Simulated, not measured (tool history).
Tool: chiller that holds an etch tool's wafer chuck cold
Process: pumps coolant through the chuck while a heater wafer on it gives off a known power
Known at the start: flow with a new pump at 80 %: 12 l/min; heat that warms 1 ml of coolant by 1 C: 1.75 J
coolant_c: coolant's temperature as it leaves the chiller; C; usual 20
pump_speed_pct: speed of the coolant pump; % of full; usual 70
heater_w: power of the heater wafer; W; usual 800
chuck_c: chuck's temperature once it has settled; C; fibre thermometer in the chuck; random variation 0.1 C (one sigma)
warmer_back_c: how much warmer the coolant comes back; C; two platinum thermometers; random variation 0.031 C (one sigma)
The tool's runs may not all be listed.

Run 1, hour 0.0: usual settings. Result: chuck_c 32.1 C, warmer_back_c 3.21 C.
Run 2, hour 141.2: usual settings. Result: chuck_c 32.4 C, warmer_back_c 3.14 C.
Run 3, hour 264.1: usual settings. Result: chuck_c 32.6 C, warmer_back_c 3.19 C.
Run 4, hour 435.9: usual settings but pump_speed_pct 66 % of full. Result: chuck_c 33.5 C, warmer_back_c 3.56 C.
Run 5, hour 527.4: usual settings but pump_speed_pct 66 % of full. Result: chuck_c 33.3 C, warmer_back_c 3.46 C.
Run 6, hour 700.7: usual settings but pump_speed_pct 66 % of full. Result: chuck_c 33.6 C, warmer_back_c 3.54 C.
Run 7, hour 879.7: usual settings but pump_speed_pct 66 % of full, heater_w 432 W. Result: chuck_c 28.1 C, warmer_back_c 1.89 C.
Run 8, hour 973.7: usual settings but pump_speed_pct 66 % of full, heater_w 432 W. Result: chuck_c 28.2 C, warmer_back_c 1.89 C.
At hour 996.8: coolant changed, channels flushed.
Run 9, hour 1118.7: usual settings but pump_speed_pct 66 % of full, heater_w 432 W. Result: chuck_c 26.4 C, warmer_back_c 1.90 C.
Run 10, hour 1284.6: usual settings but pump_speed_pct 66 % of full, heater_w 432 W. Result: chuck_c 26.7 C, warmer_back_c 1.92 C.
Run 11, hour 1381.7: usual settings but pump_speed_pct 66 % of full, heater_w 432 W. Result: chuck_c 26.6 C, warmer_back_c 1.93 C.
At hour 1394.5: coolant pump overhauled.
Run 12, hour 1467.1: usual settings but pump_speed_pct 66 % of full, heater_w 432 W. Result: chuck_c 25.8 C, warmer_back_c 1.49 C.
Run 13, hour 1571.1: usual settings but coolant_c 22 C, pump_speed_pct 66 % of full, heater_w 432 W. Result: chuck_c 27.9 C, warmer_back_c 1.53 C.
Run 14, hour 1673.4: usual settings but coolant_c 22 C, pump_speed_pct 66 % of full, heater_w 432 W. Result: chuck_c 28.0 C, warmer_back_c 1.51 C.
Run 15, hour 1778.5: usual settings but heater_w 487 W. Result: chuck_c 26.4 C, warmer_back_c 1.59 C.
At hour 1793.2: chiller's thermometer calibrated.
Run 16, hour 1938.6: usual settings but heater_w 487 W. Result: chuck_c 24.8 C, warmer_back_c 1.62 C.
Run 17, hour 2095.8: usual settings but coolant_c 25 C, pump_speed_pct 87 % of full, heater_w 531 W. Result: chuck_c 29.8 C, warmer_back_c 1.43 C.
Run 18, hour 2186.0: usual settings but coolant_c 25 C, pump_speed_pct 87 % of full, heater_w 531 W. Result: chuck_c 29.9 C, warmer_back_c 1.39 C.
Run 19, hour 2282.0: usual settings but coolant_c 25 C, pump_speed_pct 87 % of full, heater_w 531 W. Result: chuck_c 29.6 C, warmer_back_c 1.37 C.
Run 20, hour 2444.3: usual settings but pump_speed_pct 91 % of full, heater_w 839 W. Result: chuck_c 27.5 C, warmer_back_c 2.15 C.
Run 21, hour 2572.8: usual settings but pump_speed_pct 91 % of full, heater_w 839 W. Result: chuck_c 27.4 C, warmer_back_c 2.07 C.
Run 22, hour 2715.5: usual settings but coolant_c 22 C, pump_speed_pct 64 % of full, heater_w 839 W. Result: chuck_c 32.3 C, warmer_back_c 3.10 C.
Run 23, hour 2823.1: usual settings but coolant_c 21 C, pump_speed_pct 80 % of full, heater_w 782 W. Result: chuck_c 28.8 C, warmer_back_c 2.29 C.
Run 24, hour 3004.1: usual settings but coolant_c 28 C, pump_speed_pct 94 % of full, heater_w 583 W. Result: chuck_c 33.4 C, warmer_back_c 1.45 C.
Run 25, hour 3178.3: usual settings but coolant_c 28 C, pump_speed_pct 75 % of full, heater_w 583 W. Result: chuck_c 34.3 C, warmer_back_c 1.87 C.
Run 26, hour 3355.8: usual settings but coolant_c 26 C, pump_speed_pct 75 % of full, heater_w 503 W. Result: chuck_c 32.0 C, warmer_back_c 1.61 C.
Run 27, hour 3480.1: usual settings but coolant_c 26 C, pump_speed_pct 75 % of full, heater_w 503 W. Result: chuck_c 31.9 C, warmer_back_c 1.64 C.
Run 28, hour 3611.3: usual settings but coolant_c 23 C, pump_speed_pct 90 % of full, heater_w 695 W. Result: chuck_c 29.9 C, warmer_back_c 1.80 C.
Run 29, hour 3778.1: usual settings but coolant_c 23 C, pump_speed_pct 84 % of full, heater_w 695 W. Result: chuck_c 30.4 C, warmer_back_c 1.94 C.
Run 30, hour 3937.4: usual settings but coolant_c 23 C, pump_speed_pct 73 % of full, heater_w 496 W. Result: chuck_c 29.0 C, warmer_back_c 1.69 C.
Run 31, hour 4051.3: usual settings but coolant_c 17 C, pump_speed_pct 64 % of full, heater_w 960 W. Result: chuck_c 29.7 C, warmer_back_c 3.79 C.

Forecast each of these 4 alternatives for the next run:
Run A, hour 4192.8: usual settings but coolant_c 13 C, pump_speed_pct 95 % of full, heater_w 861 W. Result: chuck_c ?, warmer_back_c ?.
Run B, hour 4192.8: usual settings but coolant_c 29 C. Result: chuck_c ?, warmer_back_c ?.
Run C, hour 4192.8: usual settings but coolant_c 22 C, heater_w 960 W. Result: chuck_c ?, warmer_back_c ?.
Run D, hour 4192.8: usual settings. Result: chuck_c ?, warmer_back_c ?.

run  chuck_c  warmer_back_c
  A     21.6           2.16
  B     39.3           2.82
  C     34.1           3.41
  D     30.2           2.87
Without the tool's hidden state the same runs would have given:
run  chuck_c  warmer_back_c
  A     19.6           2.03
  B     37.0           2.65
  C     31.5           3.22
  D     28.0           2.71
